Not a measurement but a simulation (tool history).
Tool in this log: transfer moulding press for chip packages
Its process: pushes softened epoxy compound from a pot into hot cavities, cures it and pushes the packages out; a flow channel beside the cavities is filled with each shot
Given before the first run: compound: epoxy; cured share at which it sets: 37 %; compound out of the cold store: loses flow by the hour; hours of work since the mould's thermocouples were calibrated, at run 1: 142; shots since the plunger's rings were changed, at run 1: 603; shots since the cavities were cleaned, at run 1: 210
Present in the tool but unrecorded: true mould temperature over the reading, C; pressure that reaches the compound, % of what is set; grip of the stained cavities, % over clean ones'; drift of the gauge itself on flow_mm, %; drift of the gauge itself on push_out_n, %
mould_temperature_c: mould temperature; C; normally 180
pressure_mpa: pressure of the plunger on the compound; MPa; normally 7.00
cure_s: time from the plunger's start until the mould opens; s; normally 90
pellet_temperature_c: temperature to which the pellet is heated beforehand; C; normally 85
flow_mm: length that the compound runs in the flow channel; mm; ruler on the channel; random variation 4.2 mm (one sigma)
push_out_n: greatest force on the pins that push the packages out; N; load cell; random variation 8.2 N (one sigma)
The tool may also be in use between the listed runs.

| run | hour | mould_temperature_c | pressure_mpa | cure_s | pellet_temperature_c | hours of work since the mould's thermocouples were calibrated | shots since the plunger's rings were changed | shots since the cavities were cleaned | incoming compound's hours out of the cold store | flow_mm | push_out_n |
|---|---|---|---|---|---|---|---|---|---|---|---|
| 1 | 0.0 | 180 | 7.00 | 90 | 85 | 142 | 603 | 210 | 30.4 | 780 | 450 |
| 2 | 5.8 | 180 | 7.00 | 90 | 85 | 145 | 659 | 266 | 22.7 | 804 | 456 |
| 3 | 13.4 | 180 | 7.00 | 90 | 85 | 149 | 733 | 340 | 28.3 | 795 | 476 |
| 4 | 18.2 | 180 | 7.00 | 90 | 85 | 152 | 779 | 386 | 12.6 | 825 | 494 |
| 5 | 23.8 | 180 | 7.00 | 90 | 85 | 154 | 832 | 439 | 15.6 | 816 | 529 |
| 6 | 30.9 | 180 | 7.00 | 90 | 85 | 158 | 901 | 508 | 24.2 | 793 | 500 |
| 7 | 38.3 | 175 | 6.92 | 83 | 89 | 162 | 973 | 580 | 11.4 | 840 | 911 |
| 8 | 43.2 | 180 | 6.09 | 90 | 78 | 164 | 1021 | 628 | 16.5 | 757 | 556 |
| 9 | 51.7 | 180 | 6.09 | 90 | 78 | 169 | 1102 | 709 | 26.7 | 731 | 538 |
| 10 | 59.0 | 180 | 6.09 | 90 | 78 | 172 | 1173 | 780 | 26.0 | 729 | 539 |
| 11 | 66.5 | 180 | 6.09 | 90 | 78 | 176 | 1245 | 852 | 32.6 | 722 | 575 |
| 12 | 75.6 | 173 | 6.09 | 70 | 78 | 181 | 1333 | 940 | 21.9 | 771 | 1567 |

Consider 5 possible next runs. They are alternatives, not a sequence: every one starts from the tool as it was left by run 12. What does each give?
| A | 83.5 | 173 | 7.29 | 70 | 78 | 185 | 1410 | 1017 | 19.2 | ? | ? |
| B | 83.5 | 176 | 7.00 | 84 | 90 | 185 | 1410 | 1017 | 27.1 | ? | ? |
| C | 83.5 | 177 | 6.09 | 70 | 78 | 185 | 1410 | 1017 | 25.4 | ? | ? |
| D | 83.5 | 180 | 5.59 | 90 | 85 | 185 | 1410 | 1017 | 25.7 | ? | ? |
| E | 83.5 | 180 | 7.00 | 90 | 90 | 185 | 1410 | 1017 | 9.2 | ? | ? |

| run | flow_mm | push_out_n |
|---|---|---|
| A | 842 | 1533 |
| B | 791 | 843 |
| C | 742 | 1228 |
| D | 699 | 552 |
| E | 816 | 604 |
Had the tool no hidden state, the same runs would have come out as:
| run | flow_mm | push_out_n |
|---|---|---|
| A | 873 | 971 |
| B | 820 | 540 |
| C | 770 | 785 |
| D | 725 | 350 |
| E | 846 | 383 |

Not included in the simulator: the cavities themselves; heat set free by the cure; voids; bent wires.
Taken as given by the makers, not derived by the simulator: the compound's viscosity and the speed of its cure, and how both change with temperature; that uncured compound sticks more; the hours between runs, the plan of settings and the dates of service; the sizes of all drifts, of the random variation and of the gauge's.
